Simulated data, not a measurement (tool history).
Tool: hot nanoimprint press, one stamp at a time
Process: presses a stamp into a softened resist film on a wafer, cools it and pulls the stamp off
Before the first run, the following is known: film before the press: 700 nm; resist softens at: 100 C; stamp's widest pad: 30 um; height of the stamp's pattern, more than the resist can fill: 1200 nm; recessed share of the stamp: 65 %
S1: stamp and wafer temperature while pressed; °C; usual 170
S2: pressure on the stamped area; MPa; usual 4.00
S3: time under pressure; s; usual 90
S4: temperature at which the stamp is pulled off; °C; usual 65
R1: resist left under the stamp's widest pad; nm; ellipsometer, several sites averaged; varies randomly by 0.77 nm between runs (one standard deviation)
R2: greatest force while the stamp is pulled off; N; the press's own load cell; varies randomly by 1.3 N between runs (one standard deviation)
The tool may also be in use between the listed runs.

run   hour   S1    S2   S3  S4     R1   R2
  1    0.0  170  4.00   90  65  365.7  130
  2   14.9  170  4.00   90  65  365.2  133
      27.6  -- stamp cleaned and given a new release coat
  3   30.4  170  4.00   90  65  366.0  112
  4   44.6  170  4.00   90  65  367.0  110
  5   61.5  170  4.00   90  65  368.3  114
  6   74.6  170  4.00   90  65  367.5  116
  7   87.6  170  4.00   90  65  366.1  117
  8   96.9  170  4.00   90  65  367.3  117
  9  113.4  170  4.00  179  65  295.1  119
 10  127.2  170  4.00  179  65  295.9  121
 11  145.7  170  4.00  179  65  296.0  121
 12  158.3  170  4.00  179  65  295.9  126
 13  170.8  170  4.00  179  65  296.2  127
     175.3  -- plate thermocouple calibrated
 14  186.6  170  4.00  121  65  338.0  129
 15  197.8  170  4.00  121  65  338.2  128
 16  217.8  159  4.02   90  65  497.1  131
 17  232.2  170  4.00   90  64  370.6  136
 18  245.9  170  4.00   90  64  371.8  139
     258.2  -- stamp cleaned and given a new release coat
 19  273.3  170  5.00   48  61  399.9  127
 20  290.3  180  4.14   90  65  277.5  114
     299.7  -- plate thermocouple calibrated, once more
 21  313.6  180  4.14   90  65  274.0  117
 22  332.1  169  3.94   66  70  417.9  102
 23  352.7  169  3.94  102  63  367.5  126
 24  374.3  169  3.94  102  63  367.6  129

What will run 25 give?
 25  389.9  176  3.94  102  50   ?   ?

{"run 25": {"R1": 302.0, "R2": 178}}
With the hidden condition absent and the run-to-run variation left alone, this run would have shown R1 294.9 nm, R2 157 N.
